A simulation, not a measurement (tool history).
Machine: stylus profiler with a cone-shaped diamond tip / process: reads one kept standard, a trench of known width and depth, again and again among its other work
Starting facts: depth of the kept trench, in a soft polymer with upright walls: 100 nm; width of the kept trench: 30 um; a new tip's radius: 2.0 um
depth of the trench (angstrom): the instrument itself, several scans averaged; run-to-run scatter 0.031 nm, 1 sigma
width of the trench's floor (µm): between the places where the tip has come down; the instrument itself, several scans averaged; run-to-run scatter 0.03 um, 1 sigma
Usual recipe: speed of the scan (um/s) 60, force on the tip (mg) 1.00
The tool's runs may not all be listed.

| run | hour | speed of the scan (um/s) | force on the tip (mg) | depth of the trench (angstrom) | width of the trench's floor (µm) |
|---|---|---|---|---|---|
| 1 | 0.0 | 60 | 1.00 | 1008.8 | 27.87 |
| 2 | 45.4 | 60 | 1.00 | 1008.7 | 27.83 |
| 3 | 103.6 | 60 | 1.00 | 1008.6 | 27.76 |
| 4 | 148.1 | 60 | 1.00 | 1009.4 | 27.74 |
| 5 | 216.1 | 60 | 1.00 | 1009.0 | 27.72 |
| 6 | 257.8 | 60 | 0.95 | 1009.1 | 27.69 |
| 7 | 325.8 | 60 | 0.95 | 1009.2 | 27.74 |
| 8 | 395.7 | 60 | 0.95 | 1009.4 | 27.58 |
| 9 | 451.4 | 60 | 0.95 | 1010.3 | 27.56 |
| 10 | 493.9 | 60 | 0.95 | 1010.0 | 27.63 |
| 11 | 562.4 | 32 | 0.70 | 1008.8 | 27.76 |
| 12 | 609.6 | 15 | 2.93 | 1017.8 | 27.78 |
| 13 | 664.0 | 84 | 0.50 | 1009.7 | 27.29 |
| 14 | 723.1 | 84 | 0.50 | 1009.9 | 27.27 |
| 15 | 766.1 | 147 | 0.50 | 1009.2 | 26.75 |
| 16 | 811.6 | 179 | 0.67 | 1011.1 | 26.69 |
| 17 | 874.2 | 104 | 0.53 | 1005.0 | 28.01 |

Missing from the log above: 2 entries noted between runs. For each, name the pair of listed runs it sits between and say how the tool's hidden condition differs from the listed run just before to the listed run just after:
After run 12, before run 13: height scale calibrated on a step standard (hour 614.5)
  radius of the tip, um: 5.88 -> 6.01; height scale over the true one, %: 0.328 -> 0.482
  measured value less the no-hidden-state value, depth of the trench (angstrom): +3.3 -> +4.8; width of the trench's floor (µm): -0.91 -> -0.93
After run 16, before run 17: new tip fitted, height scale calibrated (hour 825.0)
  radius of the tip, um: 6.42 -> 2.13; height scale over the true one, %: 0.525 -> 0.026
  measured value less the no-hidden-state value, depth of the trench (angstrom): +5.3 -> +0.3; width of the trench's floor (µm): -1.01 -> -0.05
